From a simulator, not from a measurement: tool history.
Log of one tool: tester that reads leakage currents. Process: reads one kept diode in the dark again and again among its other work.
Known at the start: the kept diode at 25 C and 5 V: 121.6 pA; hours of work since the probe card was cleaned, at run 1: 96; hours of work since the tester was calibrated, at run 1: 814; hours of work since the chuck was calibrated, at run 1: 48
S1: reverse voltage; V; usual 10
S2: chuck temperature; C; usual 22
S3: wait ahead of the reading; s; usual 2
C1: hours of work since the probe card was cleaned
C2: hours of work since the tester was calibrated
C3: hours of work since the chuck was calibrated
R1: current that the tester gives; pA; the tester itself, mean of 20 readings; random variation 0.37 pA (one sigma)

Run 1, hour 0: usual settings; C1 96; C2 814; C3 48. Result: R1 123.87 pA.
Run 2, hour 56.8: usual settings; C1 133; C2 850; C3 84. Result: R1 125.13 pA.
Run 3, hour 94.4: usual settings; C1 157; C2 874; C3 109. Result: R1 125.38 pA.
Run 4, hour 131.5: usual settings; C1 180; C2 898; C3 132. Result: R1 126.09 pA.
Run 5, hour 185.2: usual settings but S3 4.03 s; C1 215; C2 932; C3 167. Result: R1 126.32 pA.
Run 6, hour 229.4: usual settings but S3 3.2 s; C1 243; C2 961; C3 195. Result: R1 126.61 pA.
Run 7, hour 273.5: usual settings but S1 7.1 V, S3 3.2 s; C1 271; C2 989; C3 223. Result: R1 111.98 pA.
Run 8, hour 331.2: usual settings but S1 1.6 V; C1 308; C2 1026; C3 260. Result: R1 66.39 pA.
Run 9, hour 372.3: usual settings but S1 1.6 V; C1 335; C2 1052; C3 286. Result: R1 66.35 pA.
Run 10, hour 411.5: usual settings but S1 9 V, S3 4.88 s; C1 360; C2 1077; C3 312. Result: R1 123.37 pA.
Run 11, hour 436.7: usual settings but S1 1.9 V, S2 26 C, S3 6.6 s; C1 376; C2 1093; C3 328. Result: R1 96.54 pA.
Run 12, hour 494.1: usual settings but S2 53 C; C1 412; C2 1130; C3 364. Result: R1 1147.37 pA.
Run 13, hour 551: usual settings but S2 53 C; C1 449; C2 1166; C3 401. Result: R1 1143.4 pA.
Run 14, hour 582.5: usual settings but S1 4.9 V, S2 41 C, S3 0.67 s; C1 469; C2 1186; C3 421. Result: R1 401.92 pA.
Run 15, hour 618.8: usual settings but S2 44 C, S3 2.75 s; C1 492; C2 1210; C3 444. Result: R1 637.04 pA.
Run 16, hour 651.1: usual settings but S2 44 C, S3 2.75 s; C1 513; C2 1230; C3 465. Result: R1 638.12 pA.
Run 17, hour 704.4: usual settings but S2 44 C, S3 8.98 s; C1 547; C2 1264; C3 499. Result: R1 638.14 pA.
Run 18, hour 754.1: usual settings but S2 44 C, S3 8.98 s; C1 579; C2 1296; C3 531. Result: R1 638.14 pA.

Forecast each of these 4 alternatives for the next run:
Run A, hour 798.7: usual settings but S1 6.4 V, S2 39 C, S3 0.54 s; C1 607; C2 1325; C3 559. Result: R1 ?.
Run B, hour 798.7: usual settings but S1 1.3 V, S2 38 C, S3 0.87 s; C1 607; C2 1325; C3 559. Result: R1 ?.
Run C, hour 798.7: usual settings but S2 28 C, S3 4.96 s; C1 607; C2 1325; C3 559. Result: R1 ?.
Run D, hour 798.7: usual settings but S2 31 C, S3 5.13 s; C1 607; C2 1325; C3 559. Result: R1 ?.

run      R1
  A   389.7
  B  206.01
  C  208.06
  D   258.1
Without the tool's hidden state the same runs would have given:
run      R1
  A  373.94
  B  198.66
  C     196
  D  244.46

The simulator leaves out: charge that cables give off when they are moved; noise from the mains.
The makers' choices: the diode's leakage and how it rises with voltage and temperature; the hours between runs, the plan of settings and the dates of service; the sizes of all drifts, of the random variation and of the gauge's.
